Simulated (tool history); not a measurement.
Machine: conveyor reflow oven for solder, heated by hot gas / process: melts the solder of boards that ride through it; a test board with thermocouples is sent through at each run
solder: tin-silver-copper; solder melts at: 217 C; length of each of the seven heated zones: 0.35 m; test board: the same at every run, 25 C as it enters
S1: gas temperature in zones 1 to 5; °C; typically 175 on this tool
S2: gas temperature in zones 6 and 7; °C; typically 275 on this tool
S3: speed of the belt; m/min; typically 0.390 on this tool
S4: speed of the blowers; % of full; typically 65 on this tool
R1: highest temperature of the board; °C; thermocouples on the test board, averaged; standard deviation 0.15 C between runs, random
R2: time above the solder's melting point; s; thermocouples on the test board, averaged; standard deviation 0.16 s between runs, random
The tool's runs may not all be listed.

run 1 hour=0.0 | S1=175 S2=275 S3=0.390 S4=65 | R1=259.9 R2=89.2
run 2 hour=11.1 | S1=175 S2=275 S3=0.390 S4=65 | R1=259.8 R2=89.0
run 3 hour=23.6 | S1=175 S2=275 S3=0.390 S4=65 | R1=260.1 R2=89.0
run 4 hour=35.9 | S1=175 S2=275 S3=0.390 S4=65 | R1=260.0 R2=89.2
run 5 hour=47.2 | S1=175 S2=275 S3=0.390 S4=65 | R1=259.5 R2=89.0
run 6 hour=55.8 | S1=175 S2=275 S3=0.390 S4=65 | R1=260.0 R2=88.9
run 7 hour=68.3 | S1=175 S2=275 S3=0.390 S4=65 | R1=260.0 R2=89.2
run 8 hour=84.0 | S1=175 S2=285 S3=0.390 S4=65 | R1=268.7 R2=95.9
run 9 hour=103.5 | S1=175 S2=275 S3=0.425 S4=65 | R1=256.9 R2=78.5
-- hour=112.8 flux residue cleaned out of gas plates and filters
run 10 hour=121.5 | S1=182 S2=277 S3=0.448 S4=65 | R1=261.2 R2=81.3
run 11 hour=137.2 | S1=182 S2=277 S3=0.448 S4=65 | R1=260.7 R2=81.3
run 12 hour=150.6 | S1=182 S2=277 S3=0.448 S4=65 | R1=260.8 R2=80.8
run 13 hour=169.4 | S1=166 S2=277 S3=0.358 S4=65 | R1=265.7 R2=98.8
run 14 hour=188.2 | S1=182 S2=286 S3=0.360 S4=60 | R1=274.7 R2=111.2
run 15 hour=202.5 | S1=182 S2=286 S3=0.360 S4=60 | R1=274.4 R2=111.6
run 16 hour=217.7 | S1=164 S2=286 S3=0.360 S4=53 | R1=269.7 R2=99.9

Each row is a separate what-if for the run after 16, all from the same tool condition, not one after another. Results?
run A hour=232.1 | S1=163 S2=286 S3=0.354 S4=79 | R1=? R2=?
run B hour=232.1 | S1=164 S2=284 S3=0.360 S4=53 | R1=? R2=?
run C hour=232.1 | S1=174 S2=275 S3=0.338 S4=65 | R1=? R2=?
run D hour=232.1 | S1=184 S2=286 S3=0.342 S4=53 | R1=? R2=?

run=A R1=276.6 R2=106.8
run=B R1=268.1 R2=98.8
run=C R1=266.1 R2=109.5
run=D R1=274.6 R2=118.5
The same runs, with their run-to-run variation unchanged, on a tool lacking any hidden condition would have given:
run=A R1=275.8 R2=105.0
run=B R1=267.2 R2=96.8
run=C R1=265.2 R2=107.5
run=D R1=273.7 R2=116.3
